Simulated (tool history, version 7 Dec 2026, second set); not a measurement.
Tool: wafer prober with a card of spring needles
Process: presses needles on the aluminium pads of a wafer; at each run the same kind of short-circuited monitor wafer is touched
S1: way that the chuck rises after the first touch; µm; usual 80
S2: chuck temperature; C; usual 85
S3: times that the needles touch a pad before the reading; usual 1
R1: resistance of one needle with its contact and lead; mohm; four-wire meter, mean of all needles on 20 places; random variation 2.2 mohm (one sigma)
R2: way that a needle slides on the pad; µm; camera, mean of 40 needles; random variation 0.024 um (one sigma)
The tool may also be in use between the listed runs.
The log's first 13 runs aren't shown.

run	hour	S1	S2	S3	R1	R2
# hour 329.7: tips cleaned on abrasive film
# hour 344.6: tips cleaned on abrasive film
14	348.4	80	85	1	275	11.35
# hour 360.1: tips cleaned on abrasive film
# hour 374.4: tips cleaned on abrasive film
15	385.6	80	85	1	297	11.33
# hour 388: tips cleaned on abrasive film
# hour 403.1: tips cleaned on abrasive film
# hour 419.3: tips cleaned on abrasive film
16	422.6	80	85	1	274	11.33
# hour 432.4: tips cleaned on abrasive film
# hour 448.4: tips cleaned on abrasive film
17	455.5	73	105	1	297	10.27
# hour 461.5: tips cleaned on abrasive film
# hour 474.7: tips cleaned on abrasive film
18	481.6	91	68	1	271	12.84
# hour 489.2: tips cleaned on abrasive film
# hour 503.8: tips cleaned on abrasive film
# hour 504.1: height of the first contact set anew
19	504.1	86	68	3	245	12.4
# hour 519.1: tips cleaned on abrasive film
# hour 534.1: tips cleaned on abrasive film
20	534.2	80	66	1	246	11.5
# hour 548.8: tips cleaned on abrasive film
# hour 562.7: tips cleaned on abrasive film
21	569	80	46	3	255	11.48
# hour 576.5: tips cleaned on abrasive film
22	586.8	65	75	1	315	9.33
# hour 592.4: tips cleaned on abrasive film
23	602.7	65	75	1	318	9.29
# hour 607.2: tips cleaned on abrasive film
24	619.9	62	75	1	328	8.86
# hour 622.4: tips cleaned on abrasive film
# hour 636.9: tips cleaned on abrasive film
25	647.8	83	54	2	268	11.85
# hour 650.7: tips cleaned on abrasive film
# hour 664.8: tips cleaned on abrasive film
# hour 678.7: tips cleaned on abrasive film
26	678.7	83	54	2	240	11.81
# hour 692.9: tips cleaned on abrasive film
# hour 707.8: tips cleaned on abrasive film
27	712.7	88	54	3	251	12.51
# hour 721.7: tips cleaned on abrasive film
# hour 735.3: tips cleaned on abrasive film
28	737.6	88	54	3	248	12.46
# hour 748.9: tips cleaned on abrasive film
# hour 762.1: tips cleaned on abrasive film
29	763	80	85	3	254	11.33
# hour 776.2: tips cleaned on abrasive film
30	784.1	80	85	3	262	11.3

Forecast each of these 4 alternatives for the next run:
# hour 789.3: tips cleaned on abrasive film
A	801.2	62	120	1	?	?
# hour 789.3: tips cleaned on abrasive film
B	801.2	66	45	1	?	?
# hour 789.3: tips cleaned on abrasive film
C	801.2	80	102	1	?	?
# hour 789.3: tips cleaned on abrasive film
D	801.2	96	30	1	?	?

run	R1	R2
A	338	8.68
B	319	9.22
C	305	11.28
D	271	13.63
Without the tool's hidden state the same runs would have given:
run	R1	R2
A	258	8.96
B	239	9.5
C	253	11.56
D	231	13.91

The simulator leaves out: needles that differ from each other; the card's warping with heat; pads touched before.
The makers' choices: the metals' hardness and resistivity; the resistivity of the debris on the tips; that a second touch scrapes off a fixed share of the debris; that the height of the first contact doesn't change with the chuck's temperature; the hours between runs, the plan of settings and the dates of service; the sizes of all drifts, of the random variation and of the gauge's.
